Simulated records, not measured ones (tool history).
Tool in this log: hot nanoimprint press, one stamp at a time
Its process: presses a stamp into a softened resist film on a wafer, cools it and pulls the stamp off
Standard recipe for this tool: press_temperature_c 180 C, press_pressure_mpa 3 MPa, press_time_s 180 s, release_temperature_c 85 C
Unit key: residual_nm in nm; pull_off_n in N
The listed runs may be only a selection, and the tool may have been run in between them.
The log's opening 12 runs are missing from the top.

run 13 hour=85.5 | press_temperature_c=190 press_pressure_mpa=3 press_time_s=180 release_temperature_c=85 | residual_nm=114.4 pull_off_n=254
run 14 hour=93.4 | press_temperature_c=190 press_pressure_mpa=3 press_time_s=180 release_temperature_c=84 | residual_nm=114.7 pull_off_n=261
run 15 hour=100.5 | press_temperature_c=174 press_pressure_mpa=3 press_time_s=180 release_temperature_c=85 | residual_nm=241.5 pull_off_n=256
run 16 hour=105.3 | press_temperature_c=180 press_pressure_mpa=2 press_time_s=195 release_temperature_c=87 | residual_nm=215.7 pull_off_n=243
run 17 hour=110.6 | press_temperature_c=174 press_pressure_mpa=3 press_time_s=244 release_temperature_c=81 | residual_nm=220 pull_off_n=278
run 18 hour=116.9 | press_temperature_c=191 press_pressure_mpa=3.9 press_time_s=249 release_temperature_c=85 | residual_nm=82.8 pull_off_n=255
run 19 hour=123.3 | press_temperature_c=176 press_pressure_mpa=2.62 press_time_s=110 release_temperature_c=87 | residual_nm=269.1 pull_off_n=246
run 20 hour=132.4 | press_temperature_c=176 press_pressure_mpa=2.62 press_time_s=136 release_temperature_c=75 | residual_nm=253.4 pull_off_n=323
run 21 hour=140.6 | press_temperature_c=169 press_pressure_mpa=3.86 press_time_s=214 release_temperature_c=75 | residual_nm=258.8 pull_off_n=321
-- hour=149.8 stamp cleaned and given a new release coat
run 22 hour=153.4 | press_temperature_c=169 press_pressure_mpa=3.86 press_time_s=214 release_temperature_c=75 | residual_nm=258 pull_off_n=287
run 23 hour=161 | press_temperature_c=174 press_pressure_mpa=3.86 press_time_s=214 release_temperature_c=91 | residual_nm=204.6 pull_off_n=202
run 24 hour=170.4 | press_temperature_c=172 press_pressure_mpa=2.1 press_time_s=225 release_temperature_c=80 | residual_nm=279.8 pull_off_n=263
run 25 hour=179.1 | press_temperature_c=172 press_pressure_mpa=2.1 press_time_s=225 release_temperature_c=80 | residual_nm=279.9 pull_off_n=263
run 26 hour=188.7 | press_temperature_c=169 press_pressure_mpa=3.94 press_time_s=225 release_temperature_c=74 | residual_nm=251.5 pull_off_n=297
run 27 hour=198 | press_temperature_c=169 press_pressure_mpa=3.94 press_time_s=225 release_temperature_c=73 | residual_nm=251.9 pull_off_n=302
run 28 hour=206.1 | press_temperature_c=169 press_pressure_mpa=3.94 press_time_s=225 release_temperature_c=73 | residual_nm=251.9 pull_off_n=304
run 29 hour=215.8 | press_temperature_c=169 press_pressure_mpa=3.94 press_time_s=225 release_temperature_c=73 | residual_nm=252.4 pull_off_n=306
run 30 hour=220.7 | press_temperature_c=169 press_pressure_mpa=3.94 press_time_s=225 release_temperature_c=73 | residual_nm=252 pull_off_n=308

Consider 4 possible next runs. They are alternatives, not a sequence: every one starts from the tool as it was left by run 30. What does each give?
run A hour=227.7 | press_temperature_c=190 press_pressure_mpa=3.94 press_time_s=267 release_temperature_c=88 | residual_nm=? pull_off_n=?
run B hour=227.7 | press_temperature_c=169 press_pressure_mpa=4.43 press_time_s=131 release_temperature_c=93 | residual_nm=? pull_off_n=?
run C hour=227.7 | press_temperature_c=174 press_pressure_mpa=3 press_time_s=140 release_temperature_c=85 | residual_nm=? pull_off_n=?
run D hour=227.7 | press_temperature_c=169 press_pressure_mpa=3.94 press_time_s=276 release_temperature_c=73 | residual_nm=? pull_off_n=?

run=A residual_nm=83.8 pull_off_n=223
run=B residual_nm=278.3 pull_off_n=199
run=C residual_nm=258.2 pull_off_n=240
run=D residual_nm=237.2 pull_off_n=307
With the hidden condition removed and each run's random variation left untouched, the same runs would have given:
run=A residual_nm=84.6 pull_off_n=216
run=B residual_nm=281 pull_off_n=194
run=C residual_nm=261.3 pull_off_n=233
run=D residual_nm=240.2 pull_off_n=297
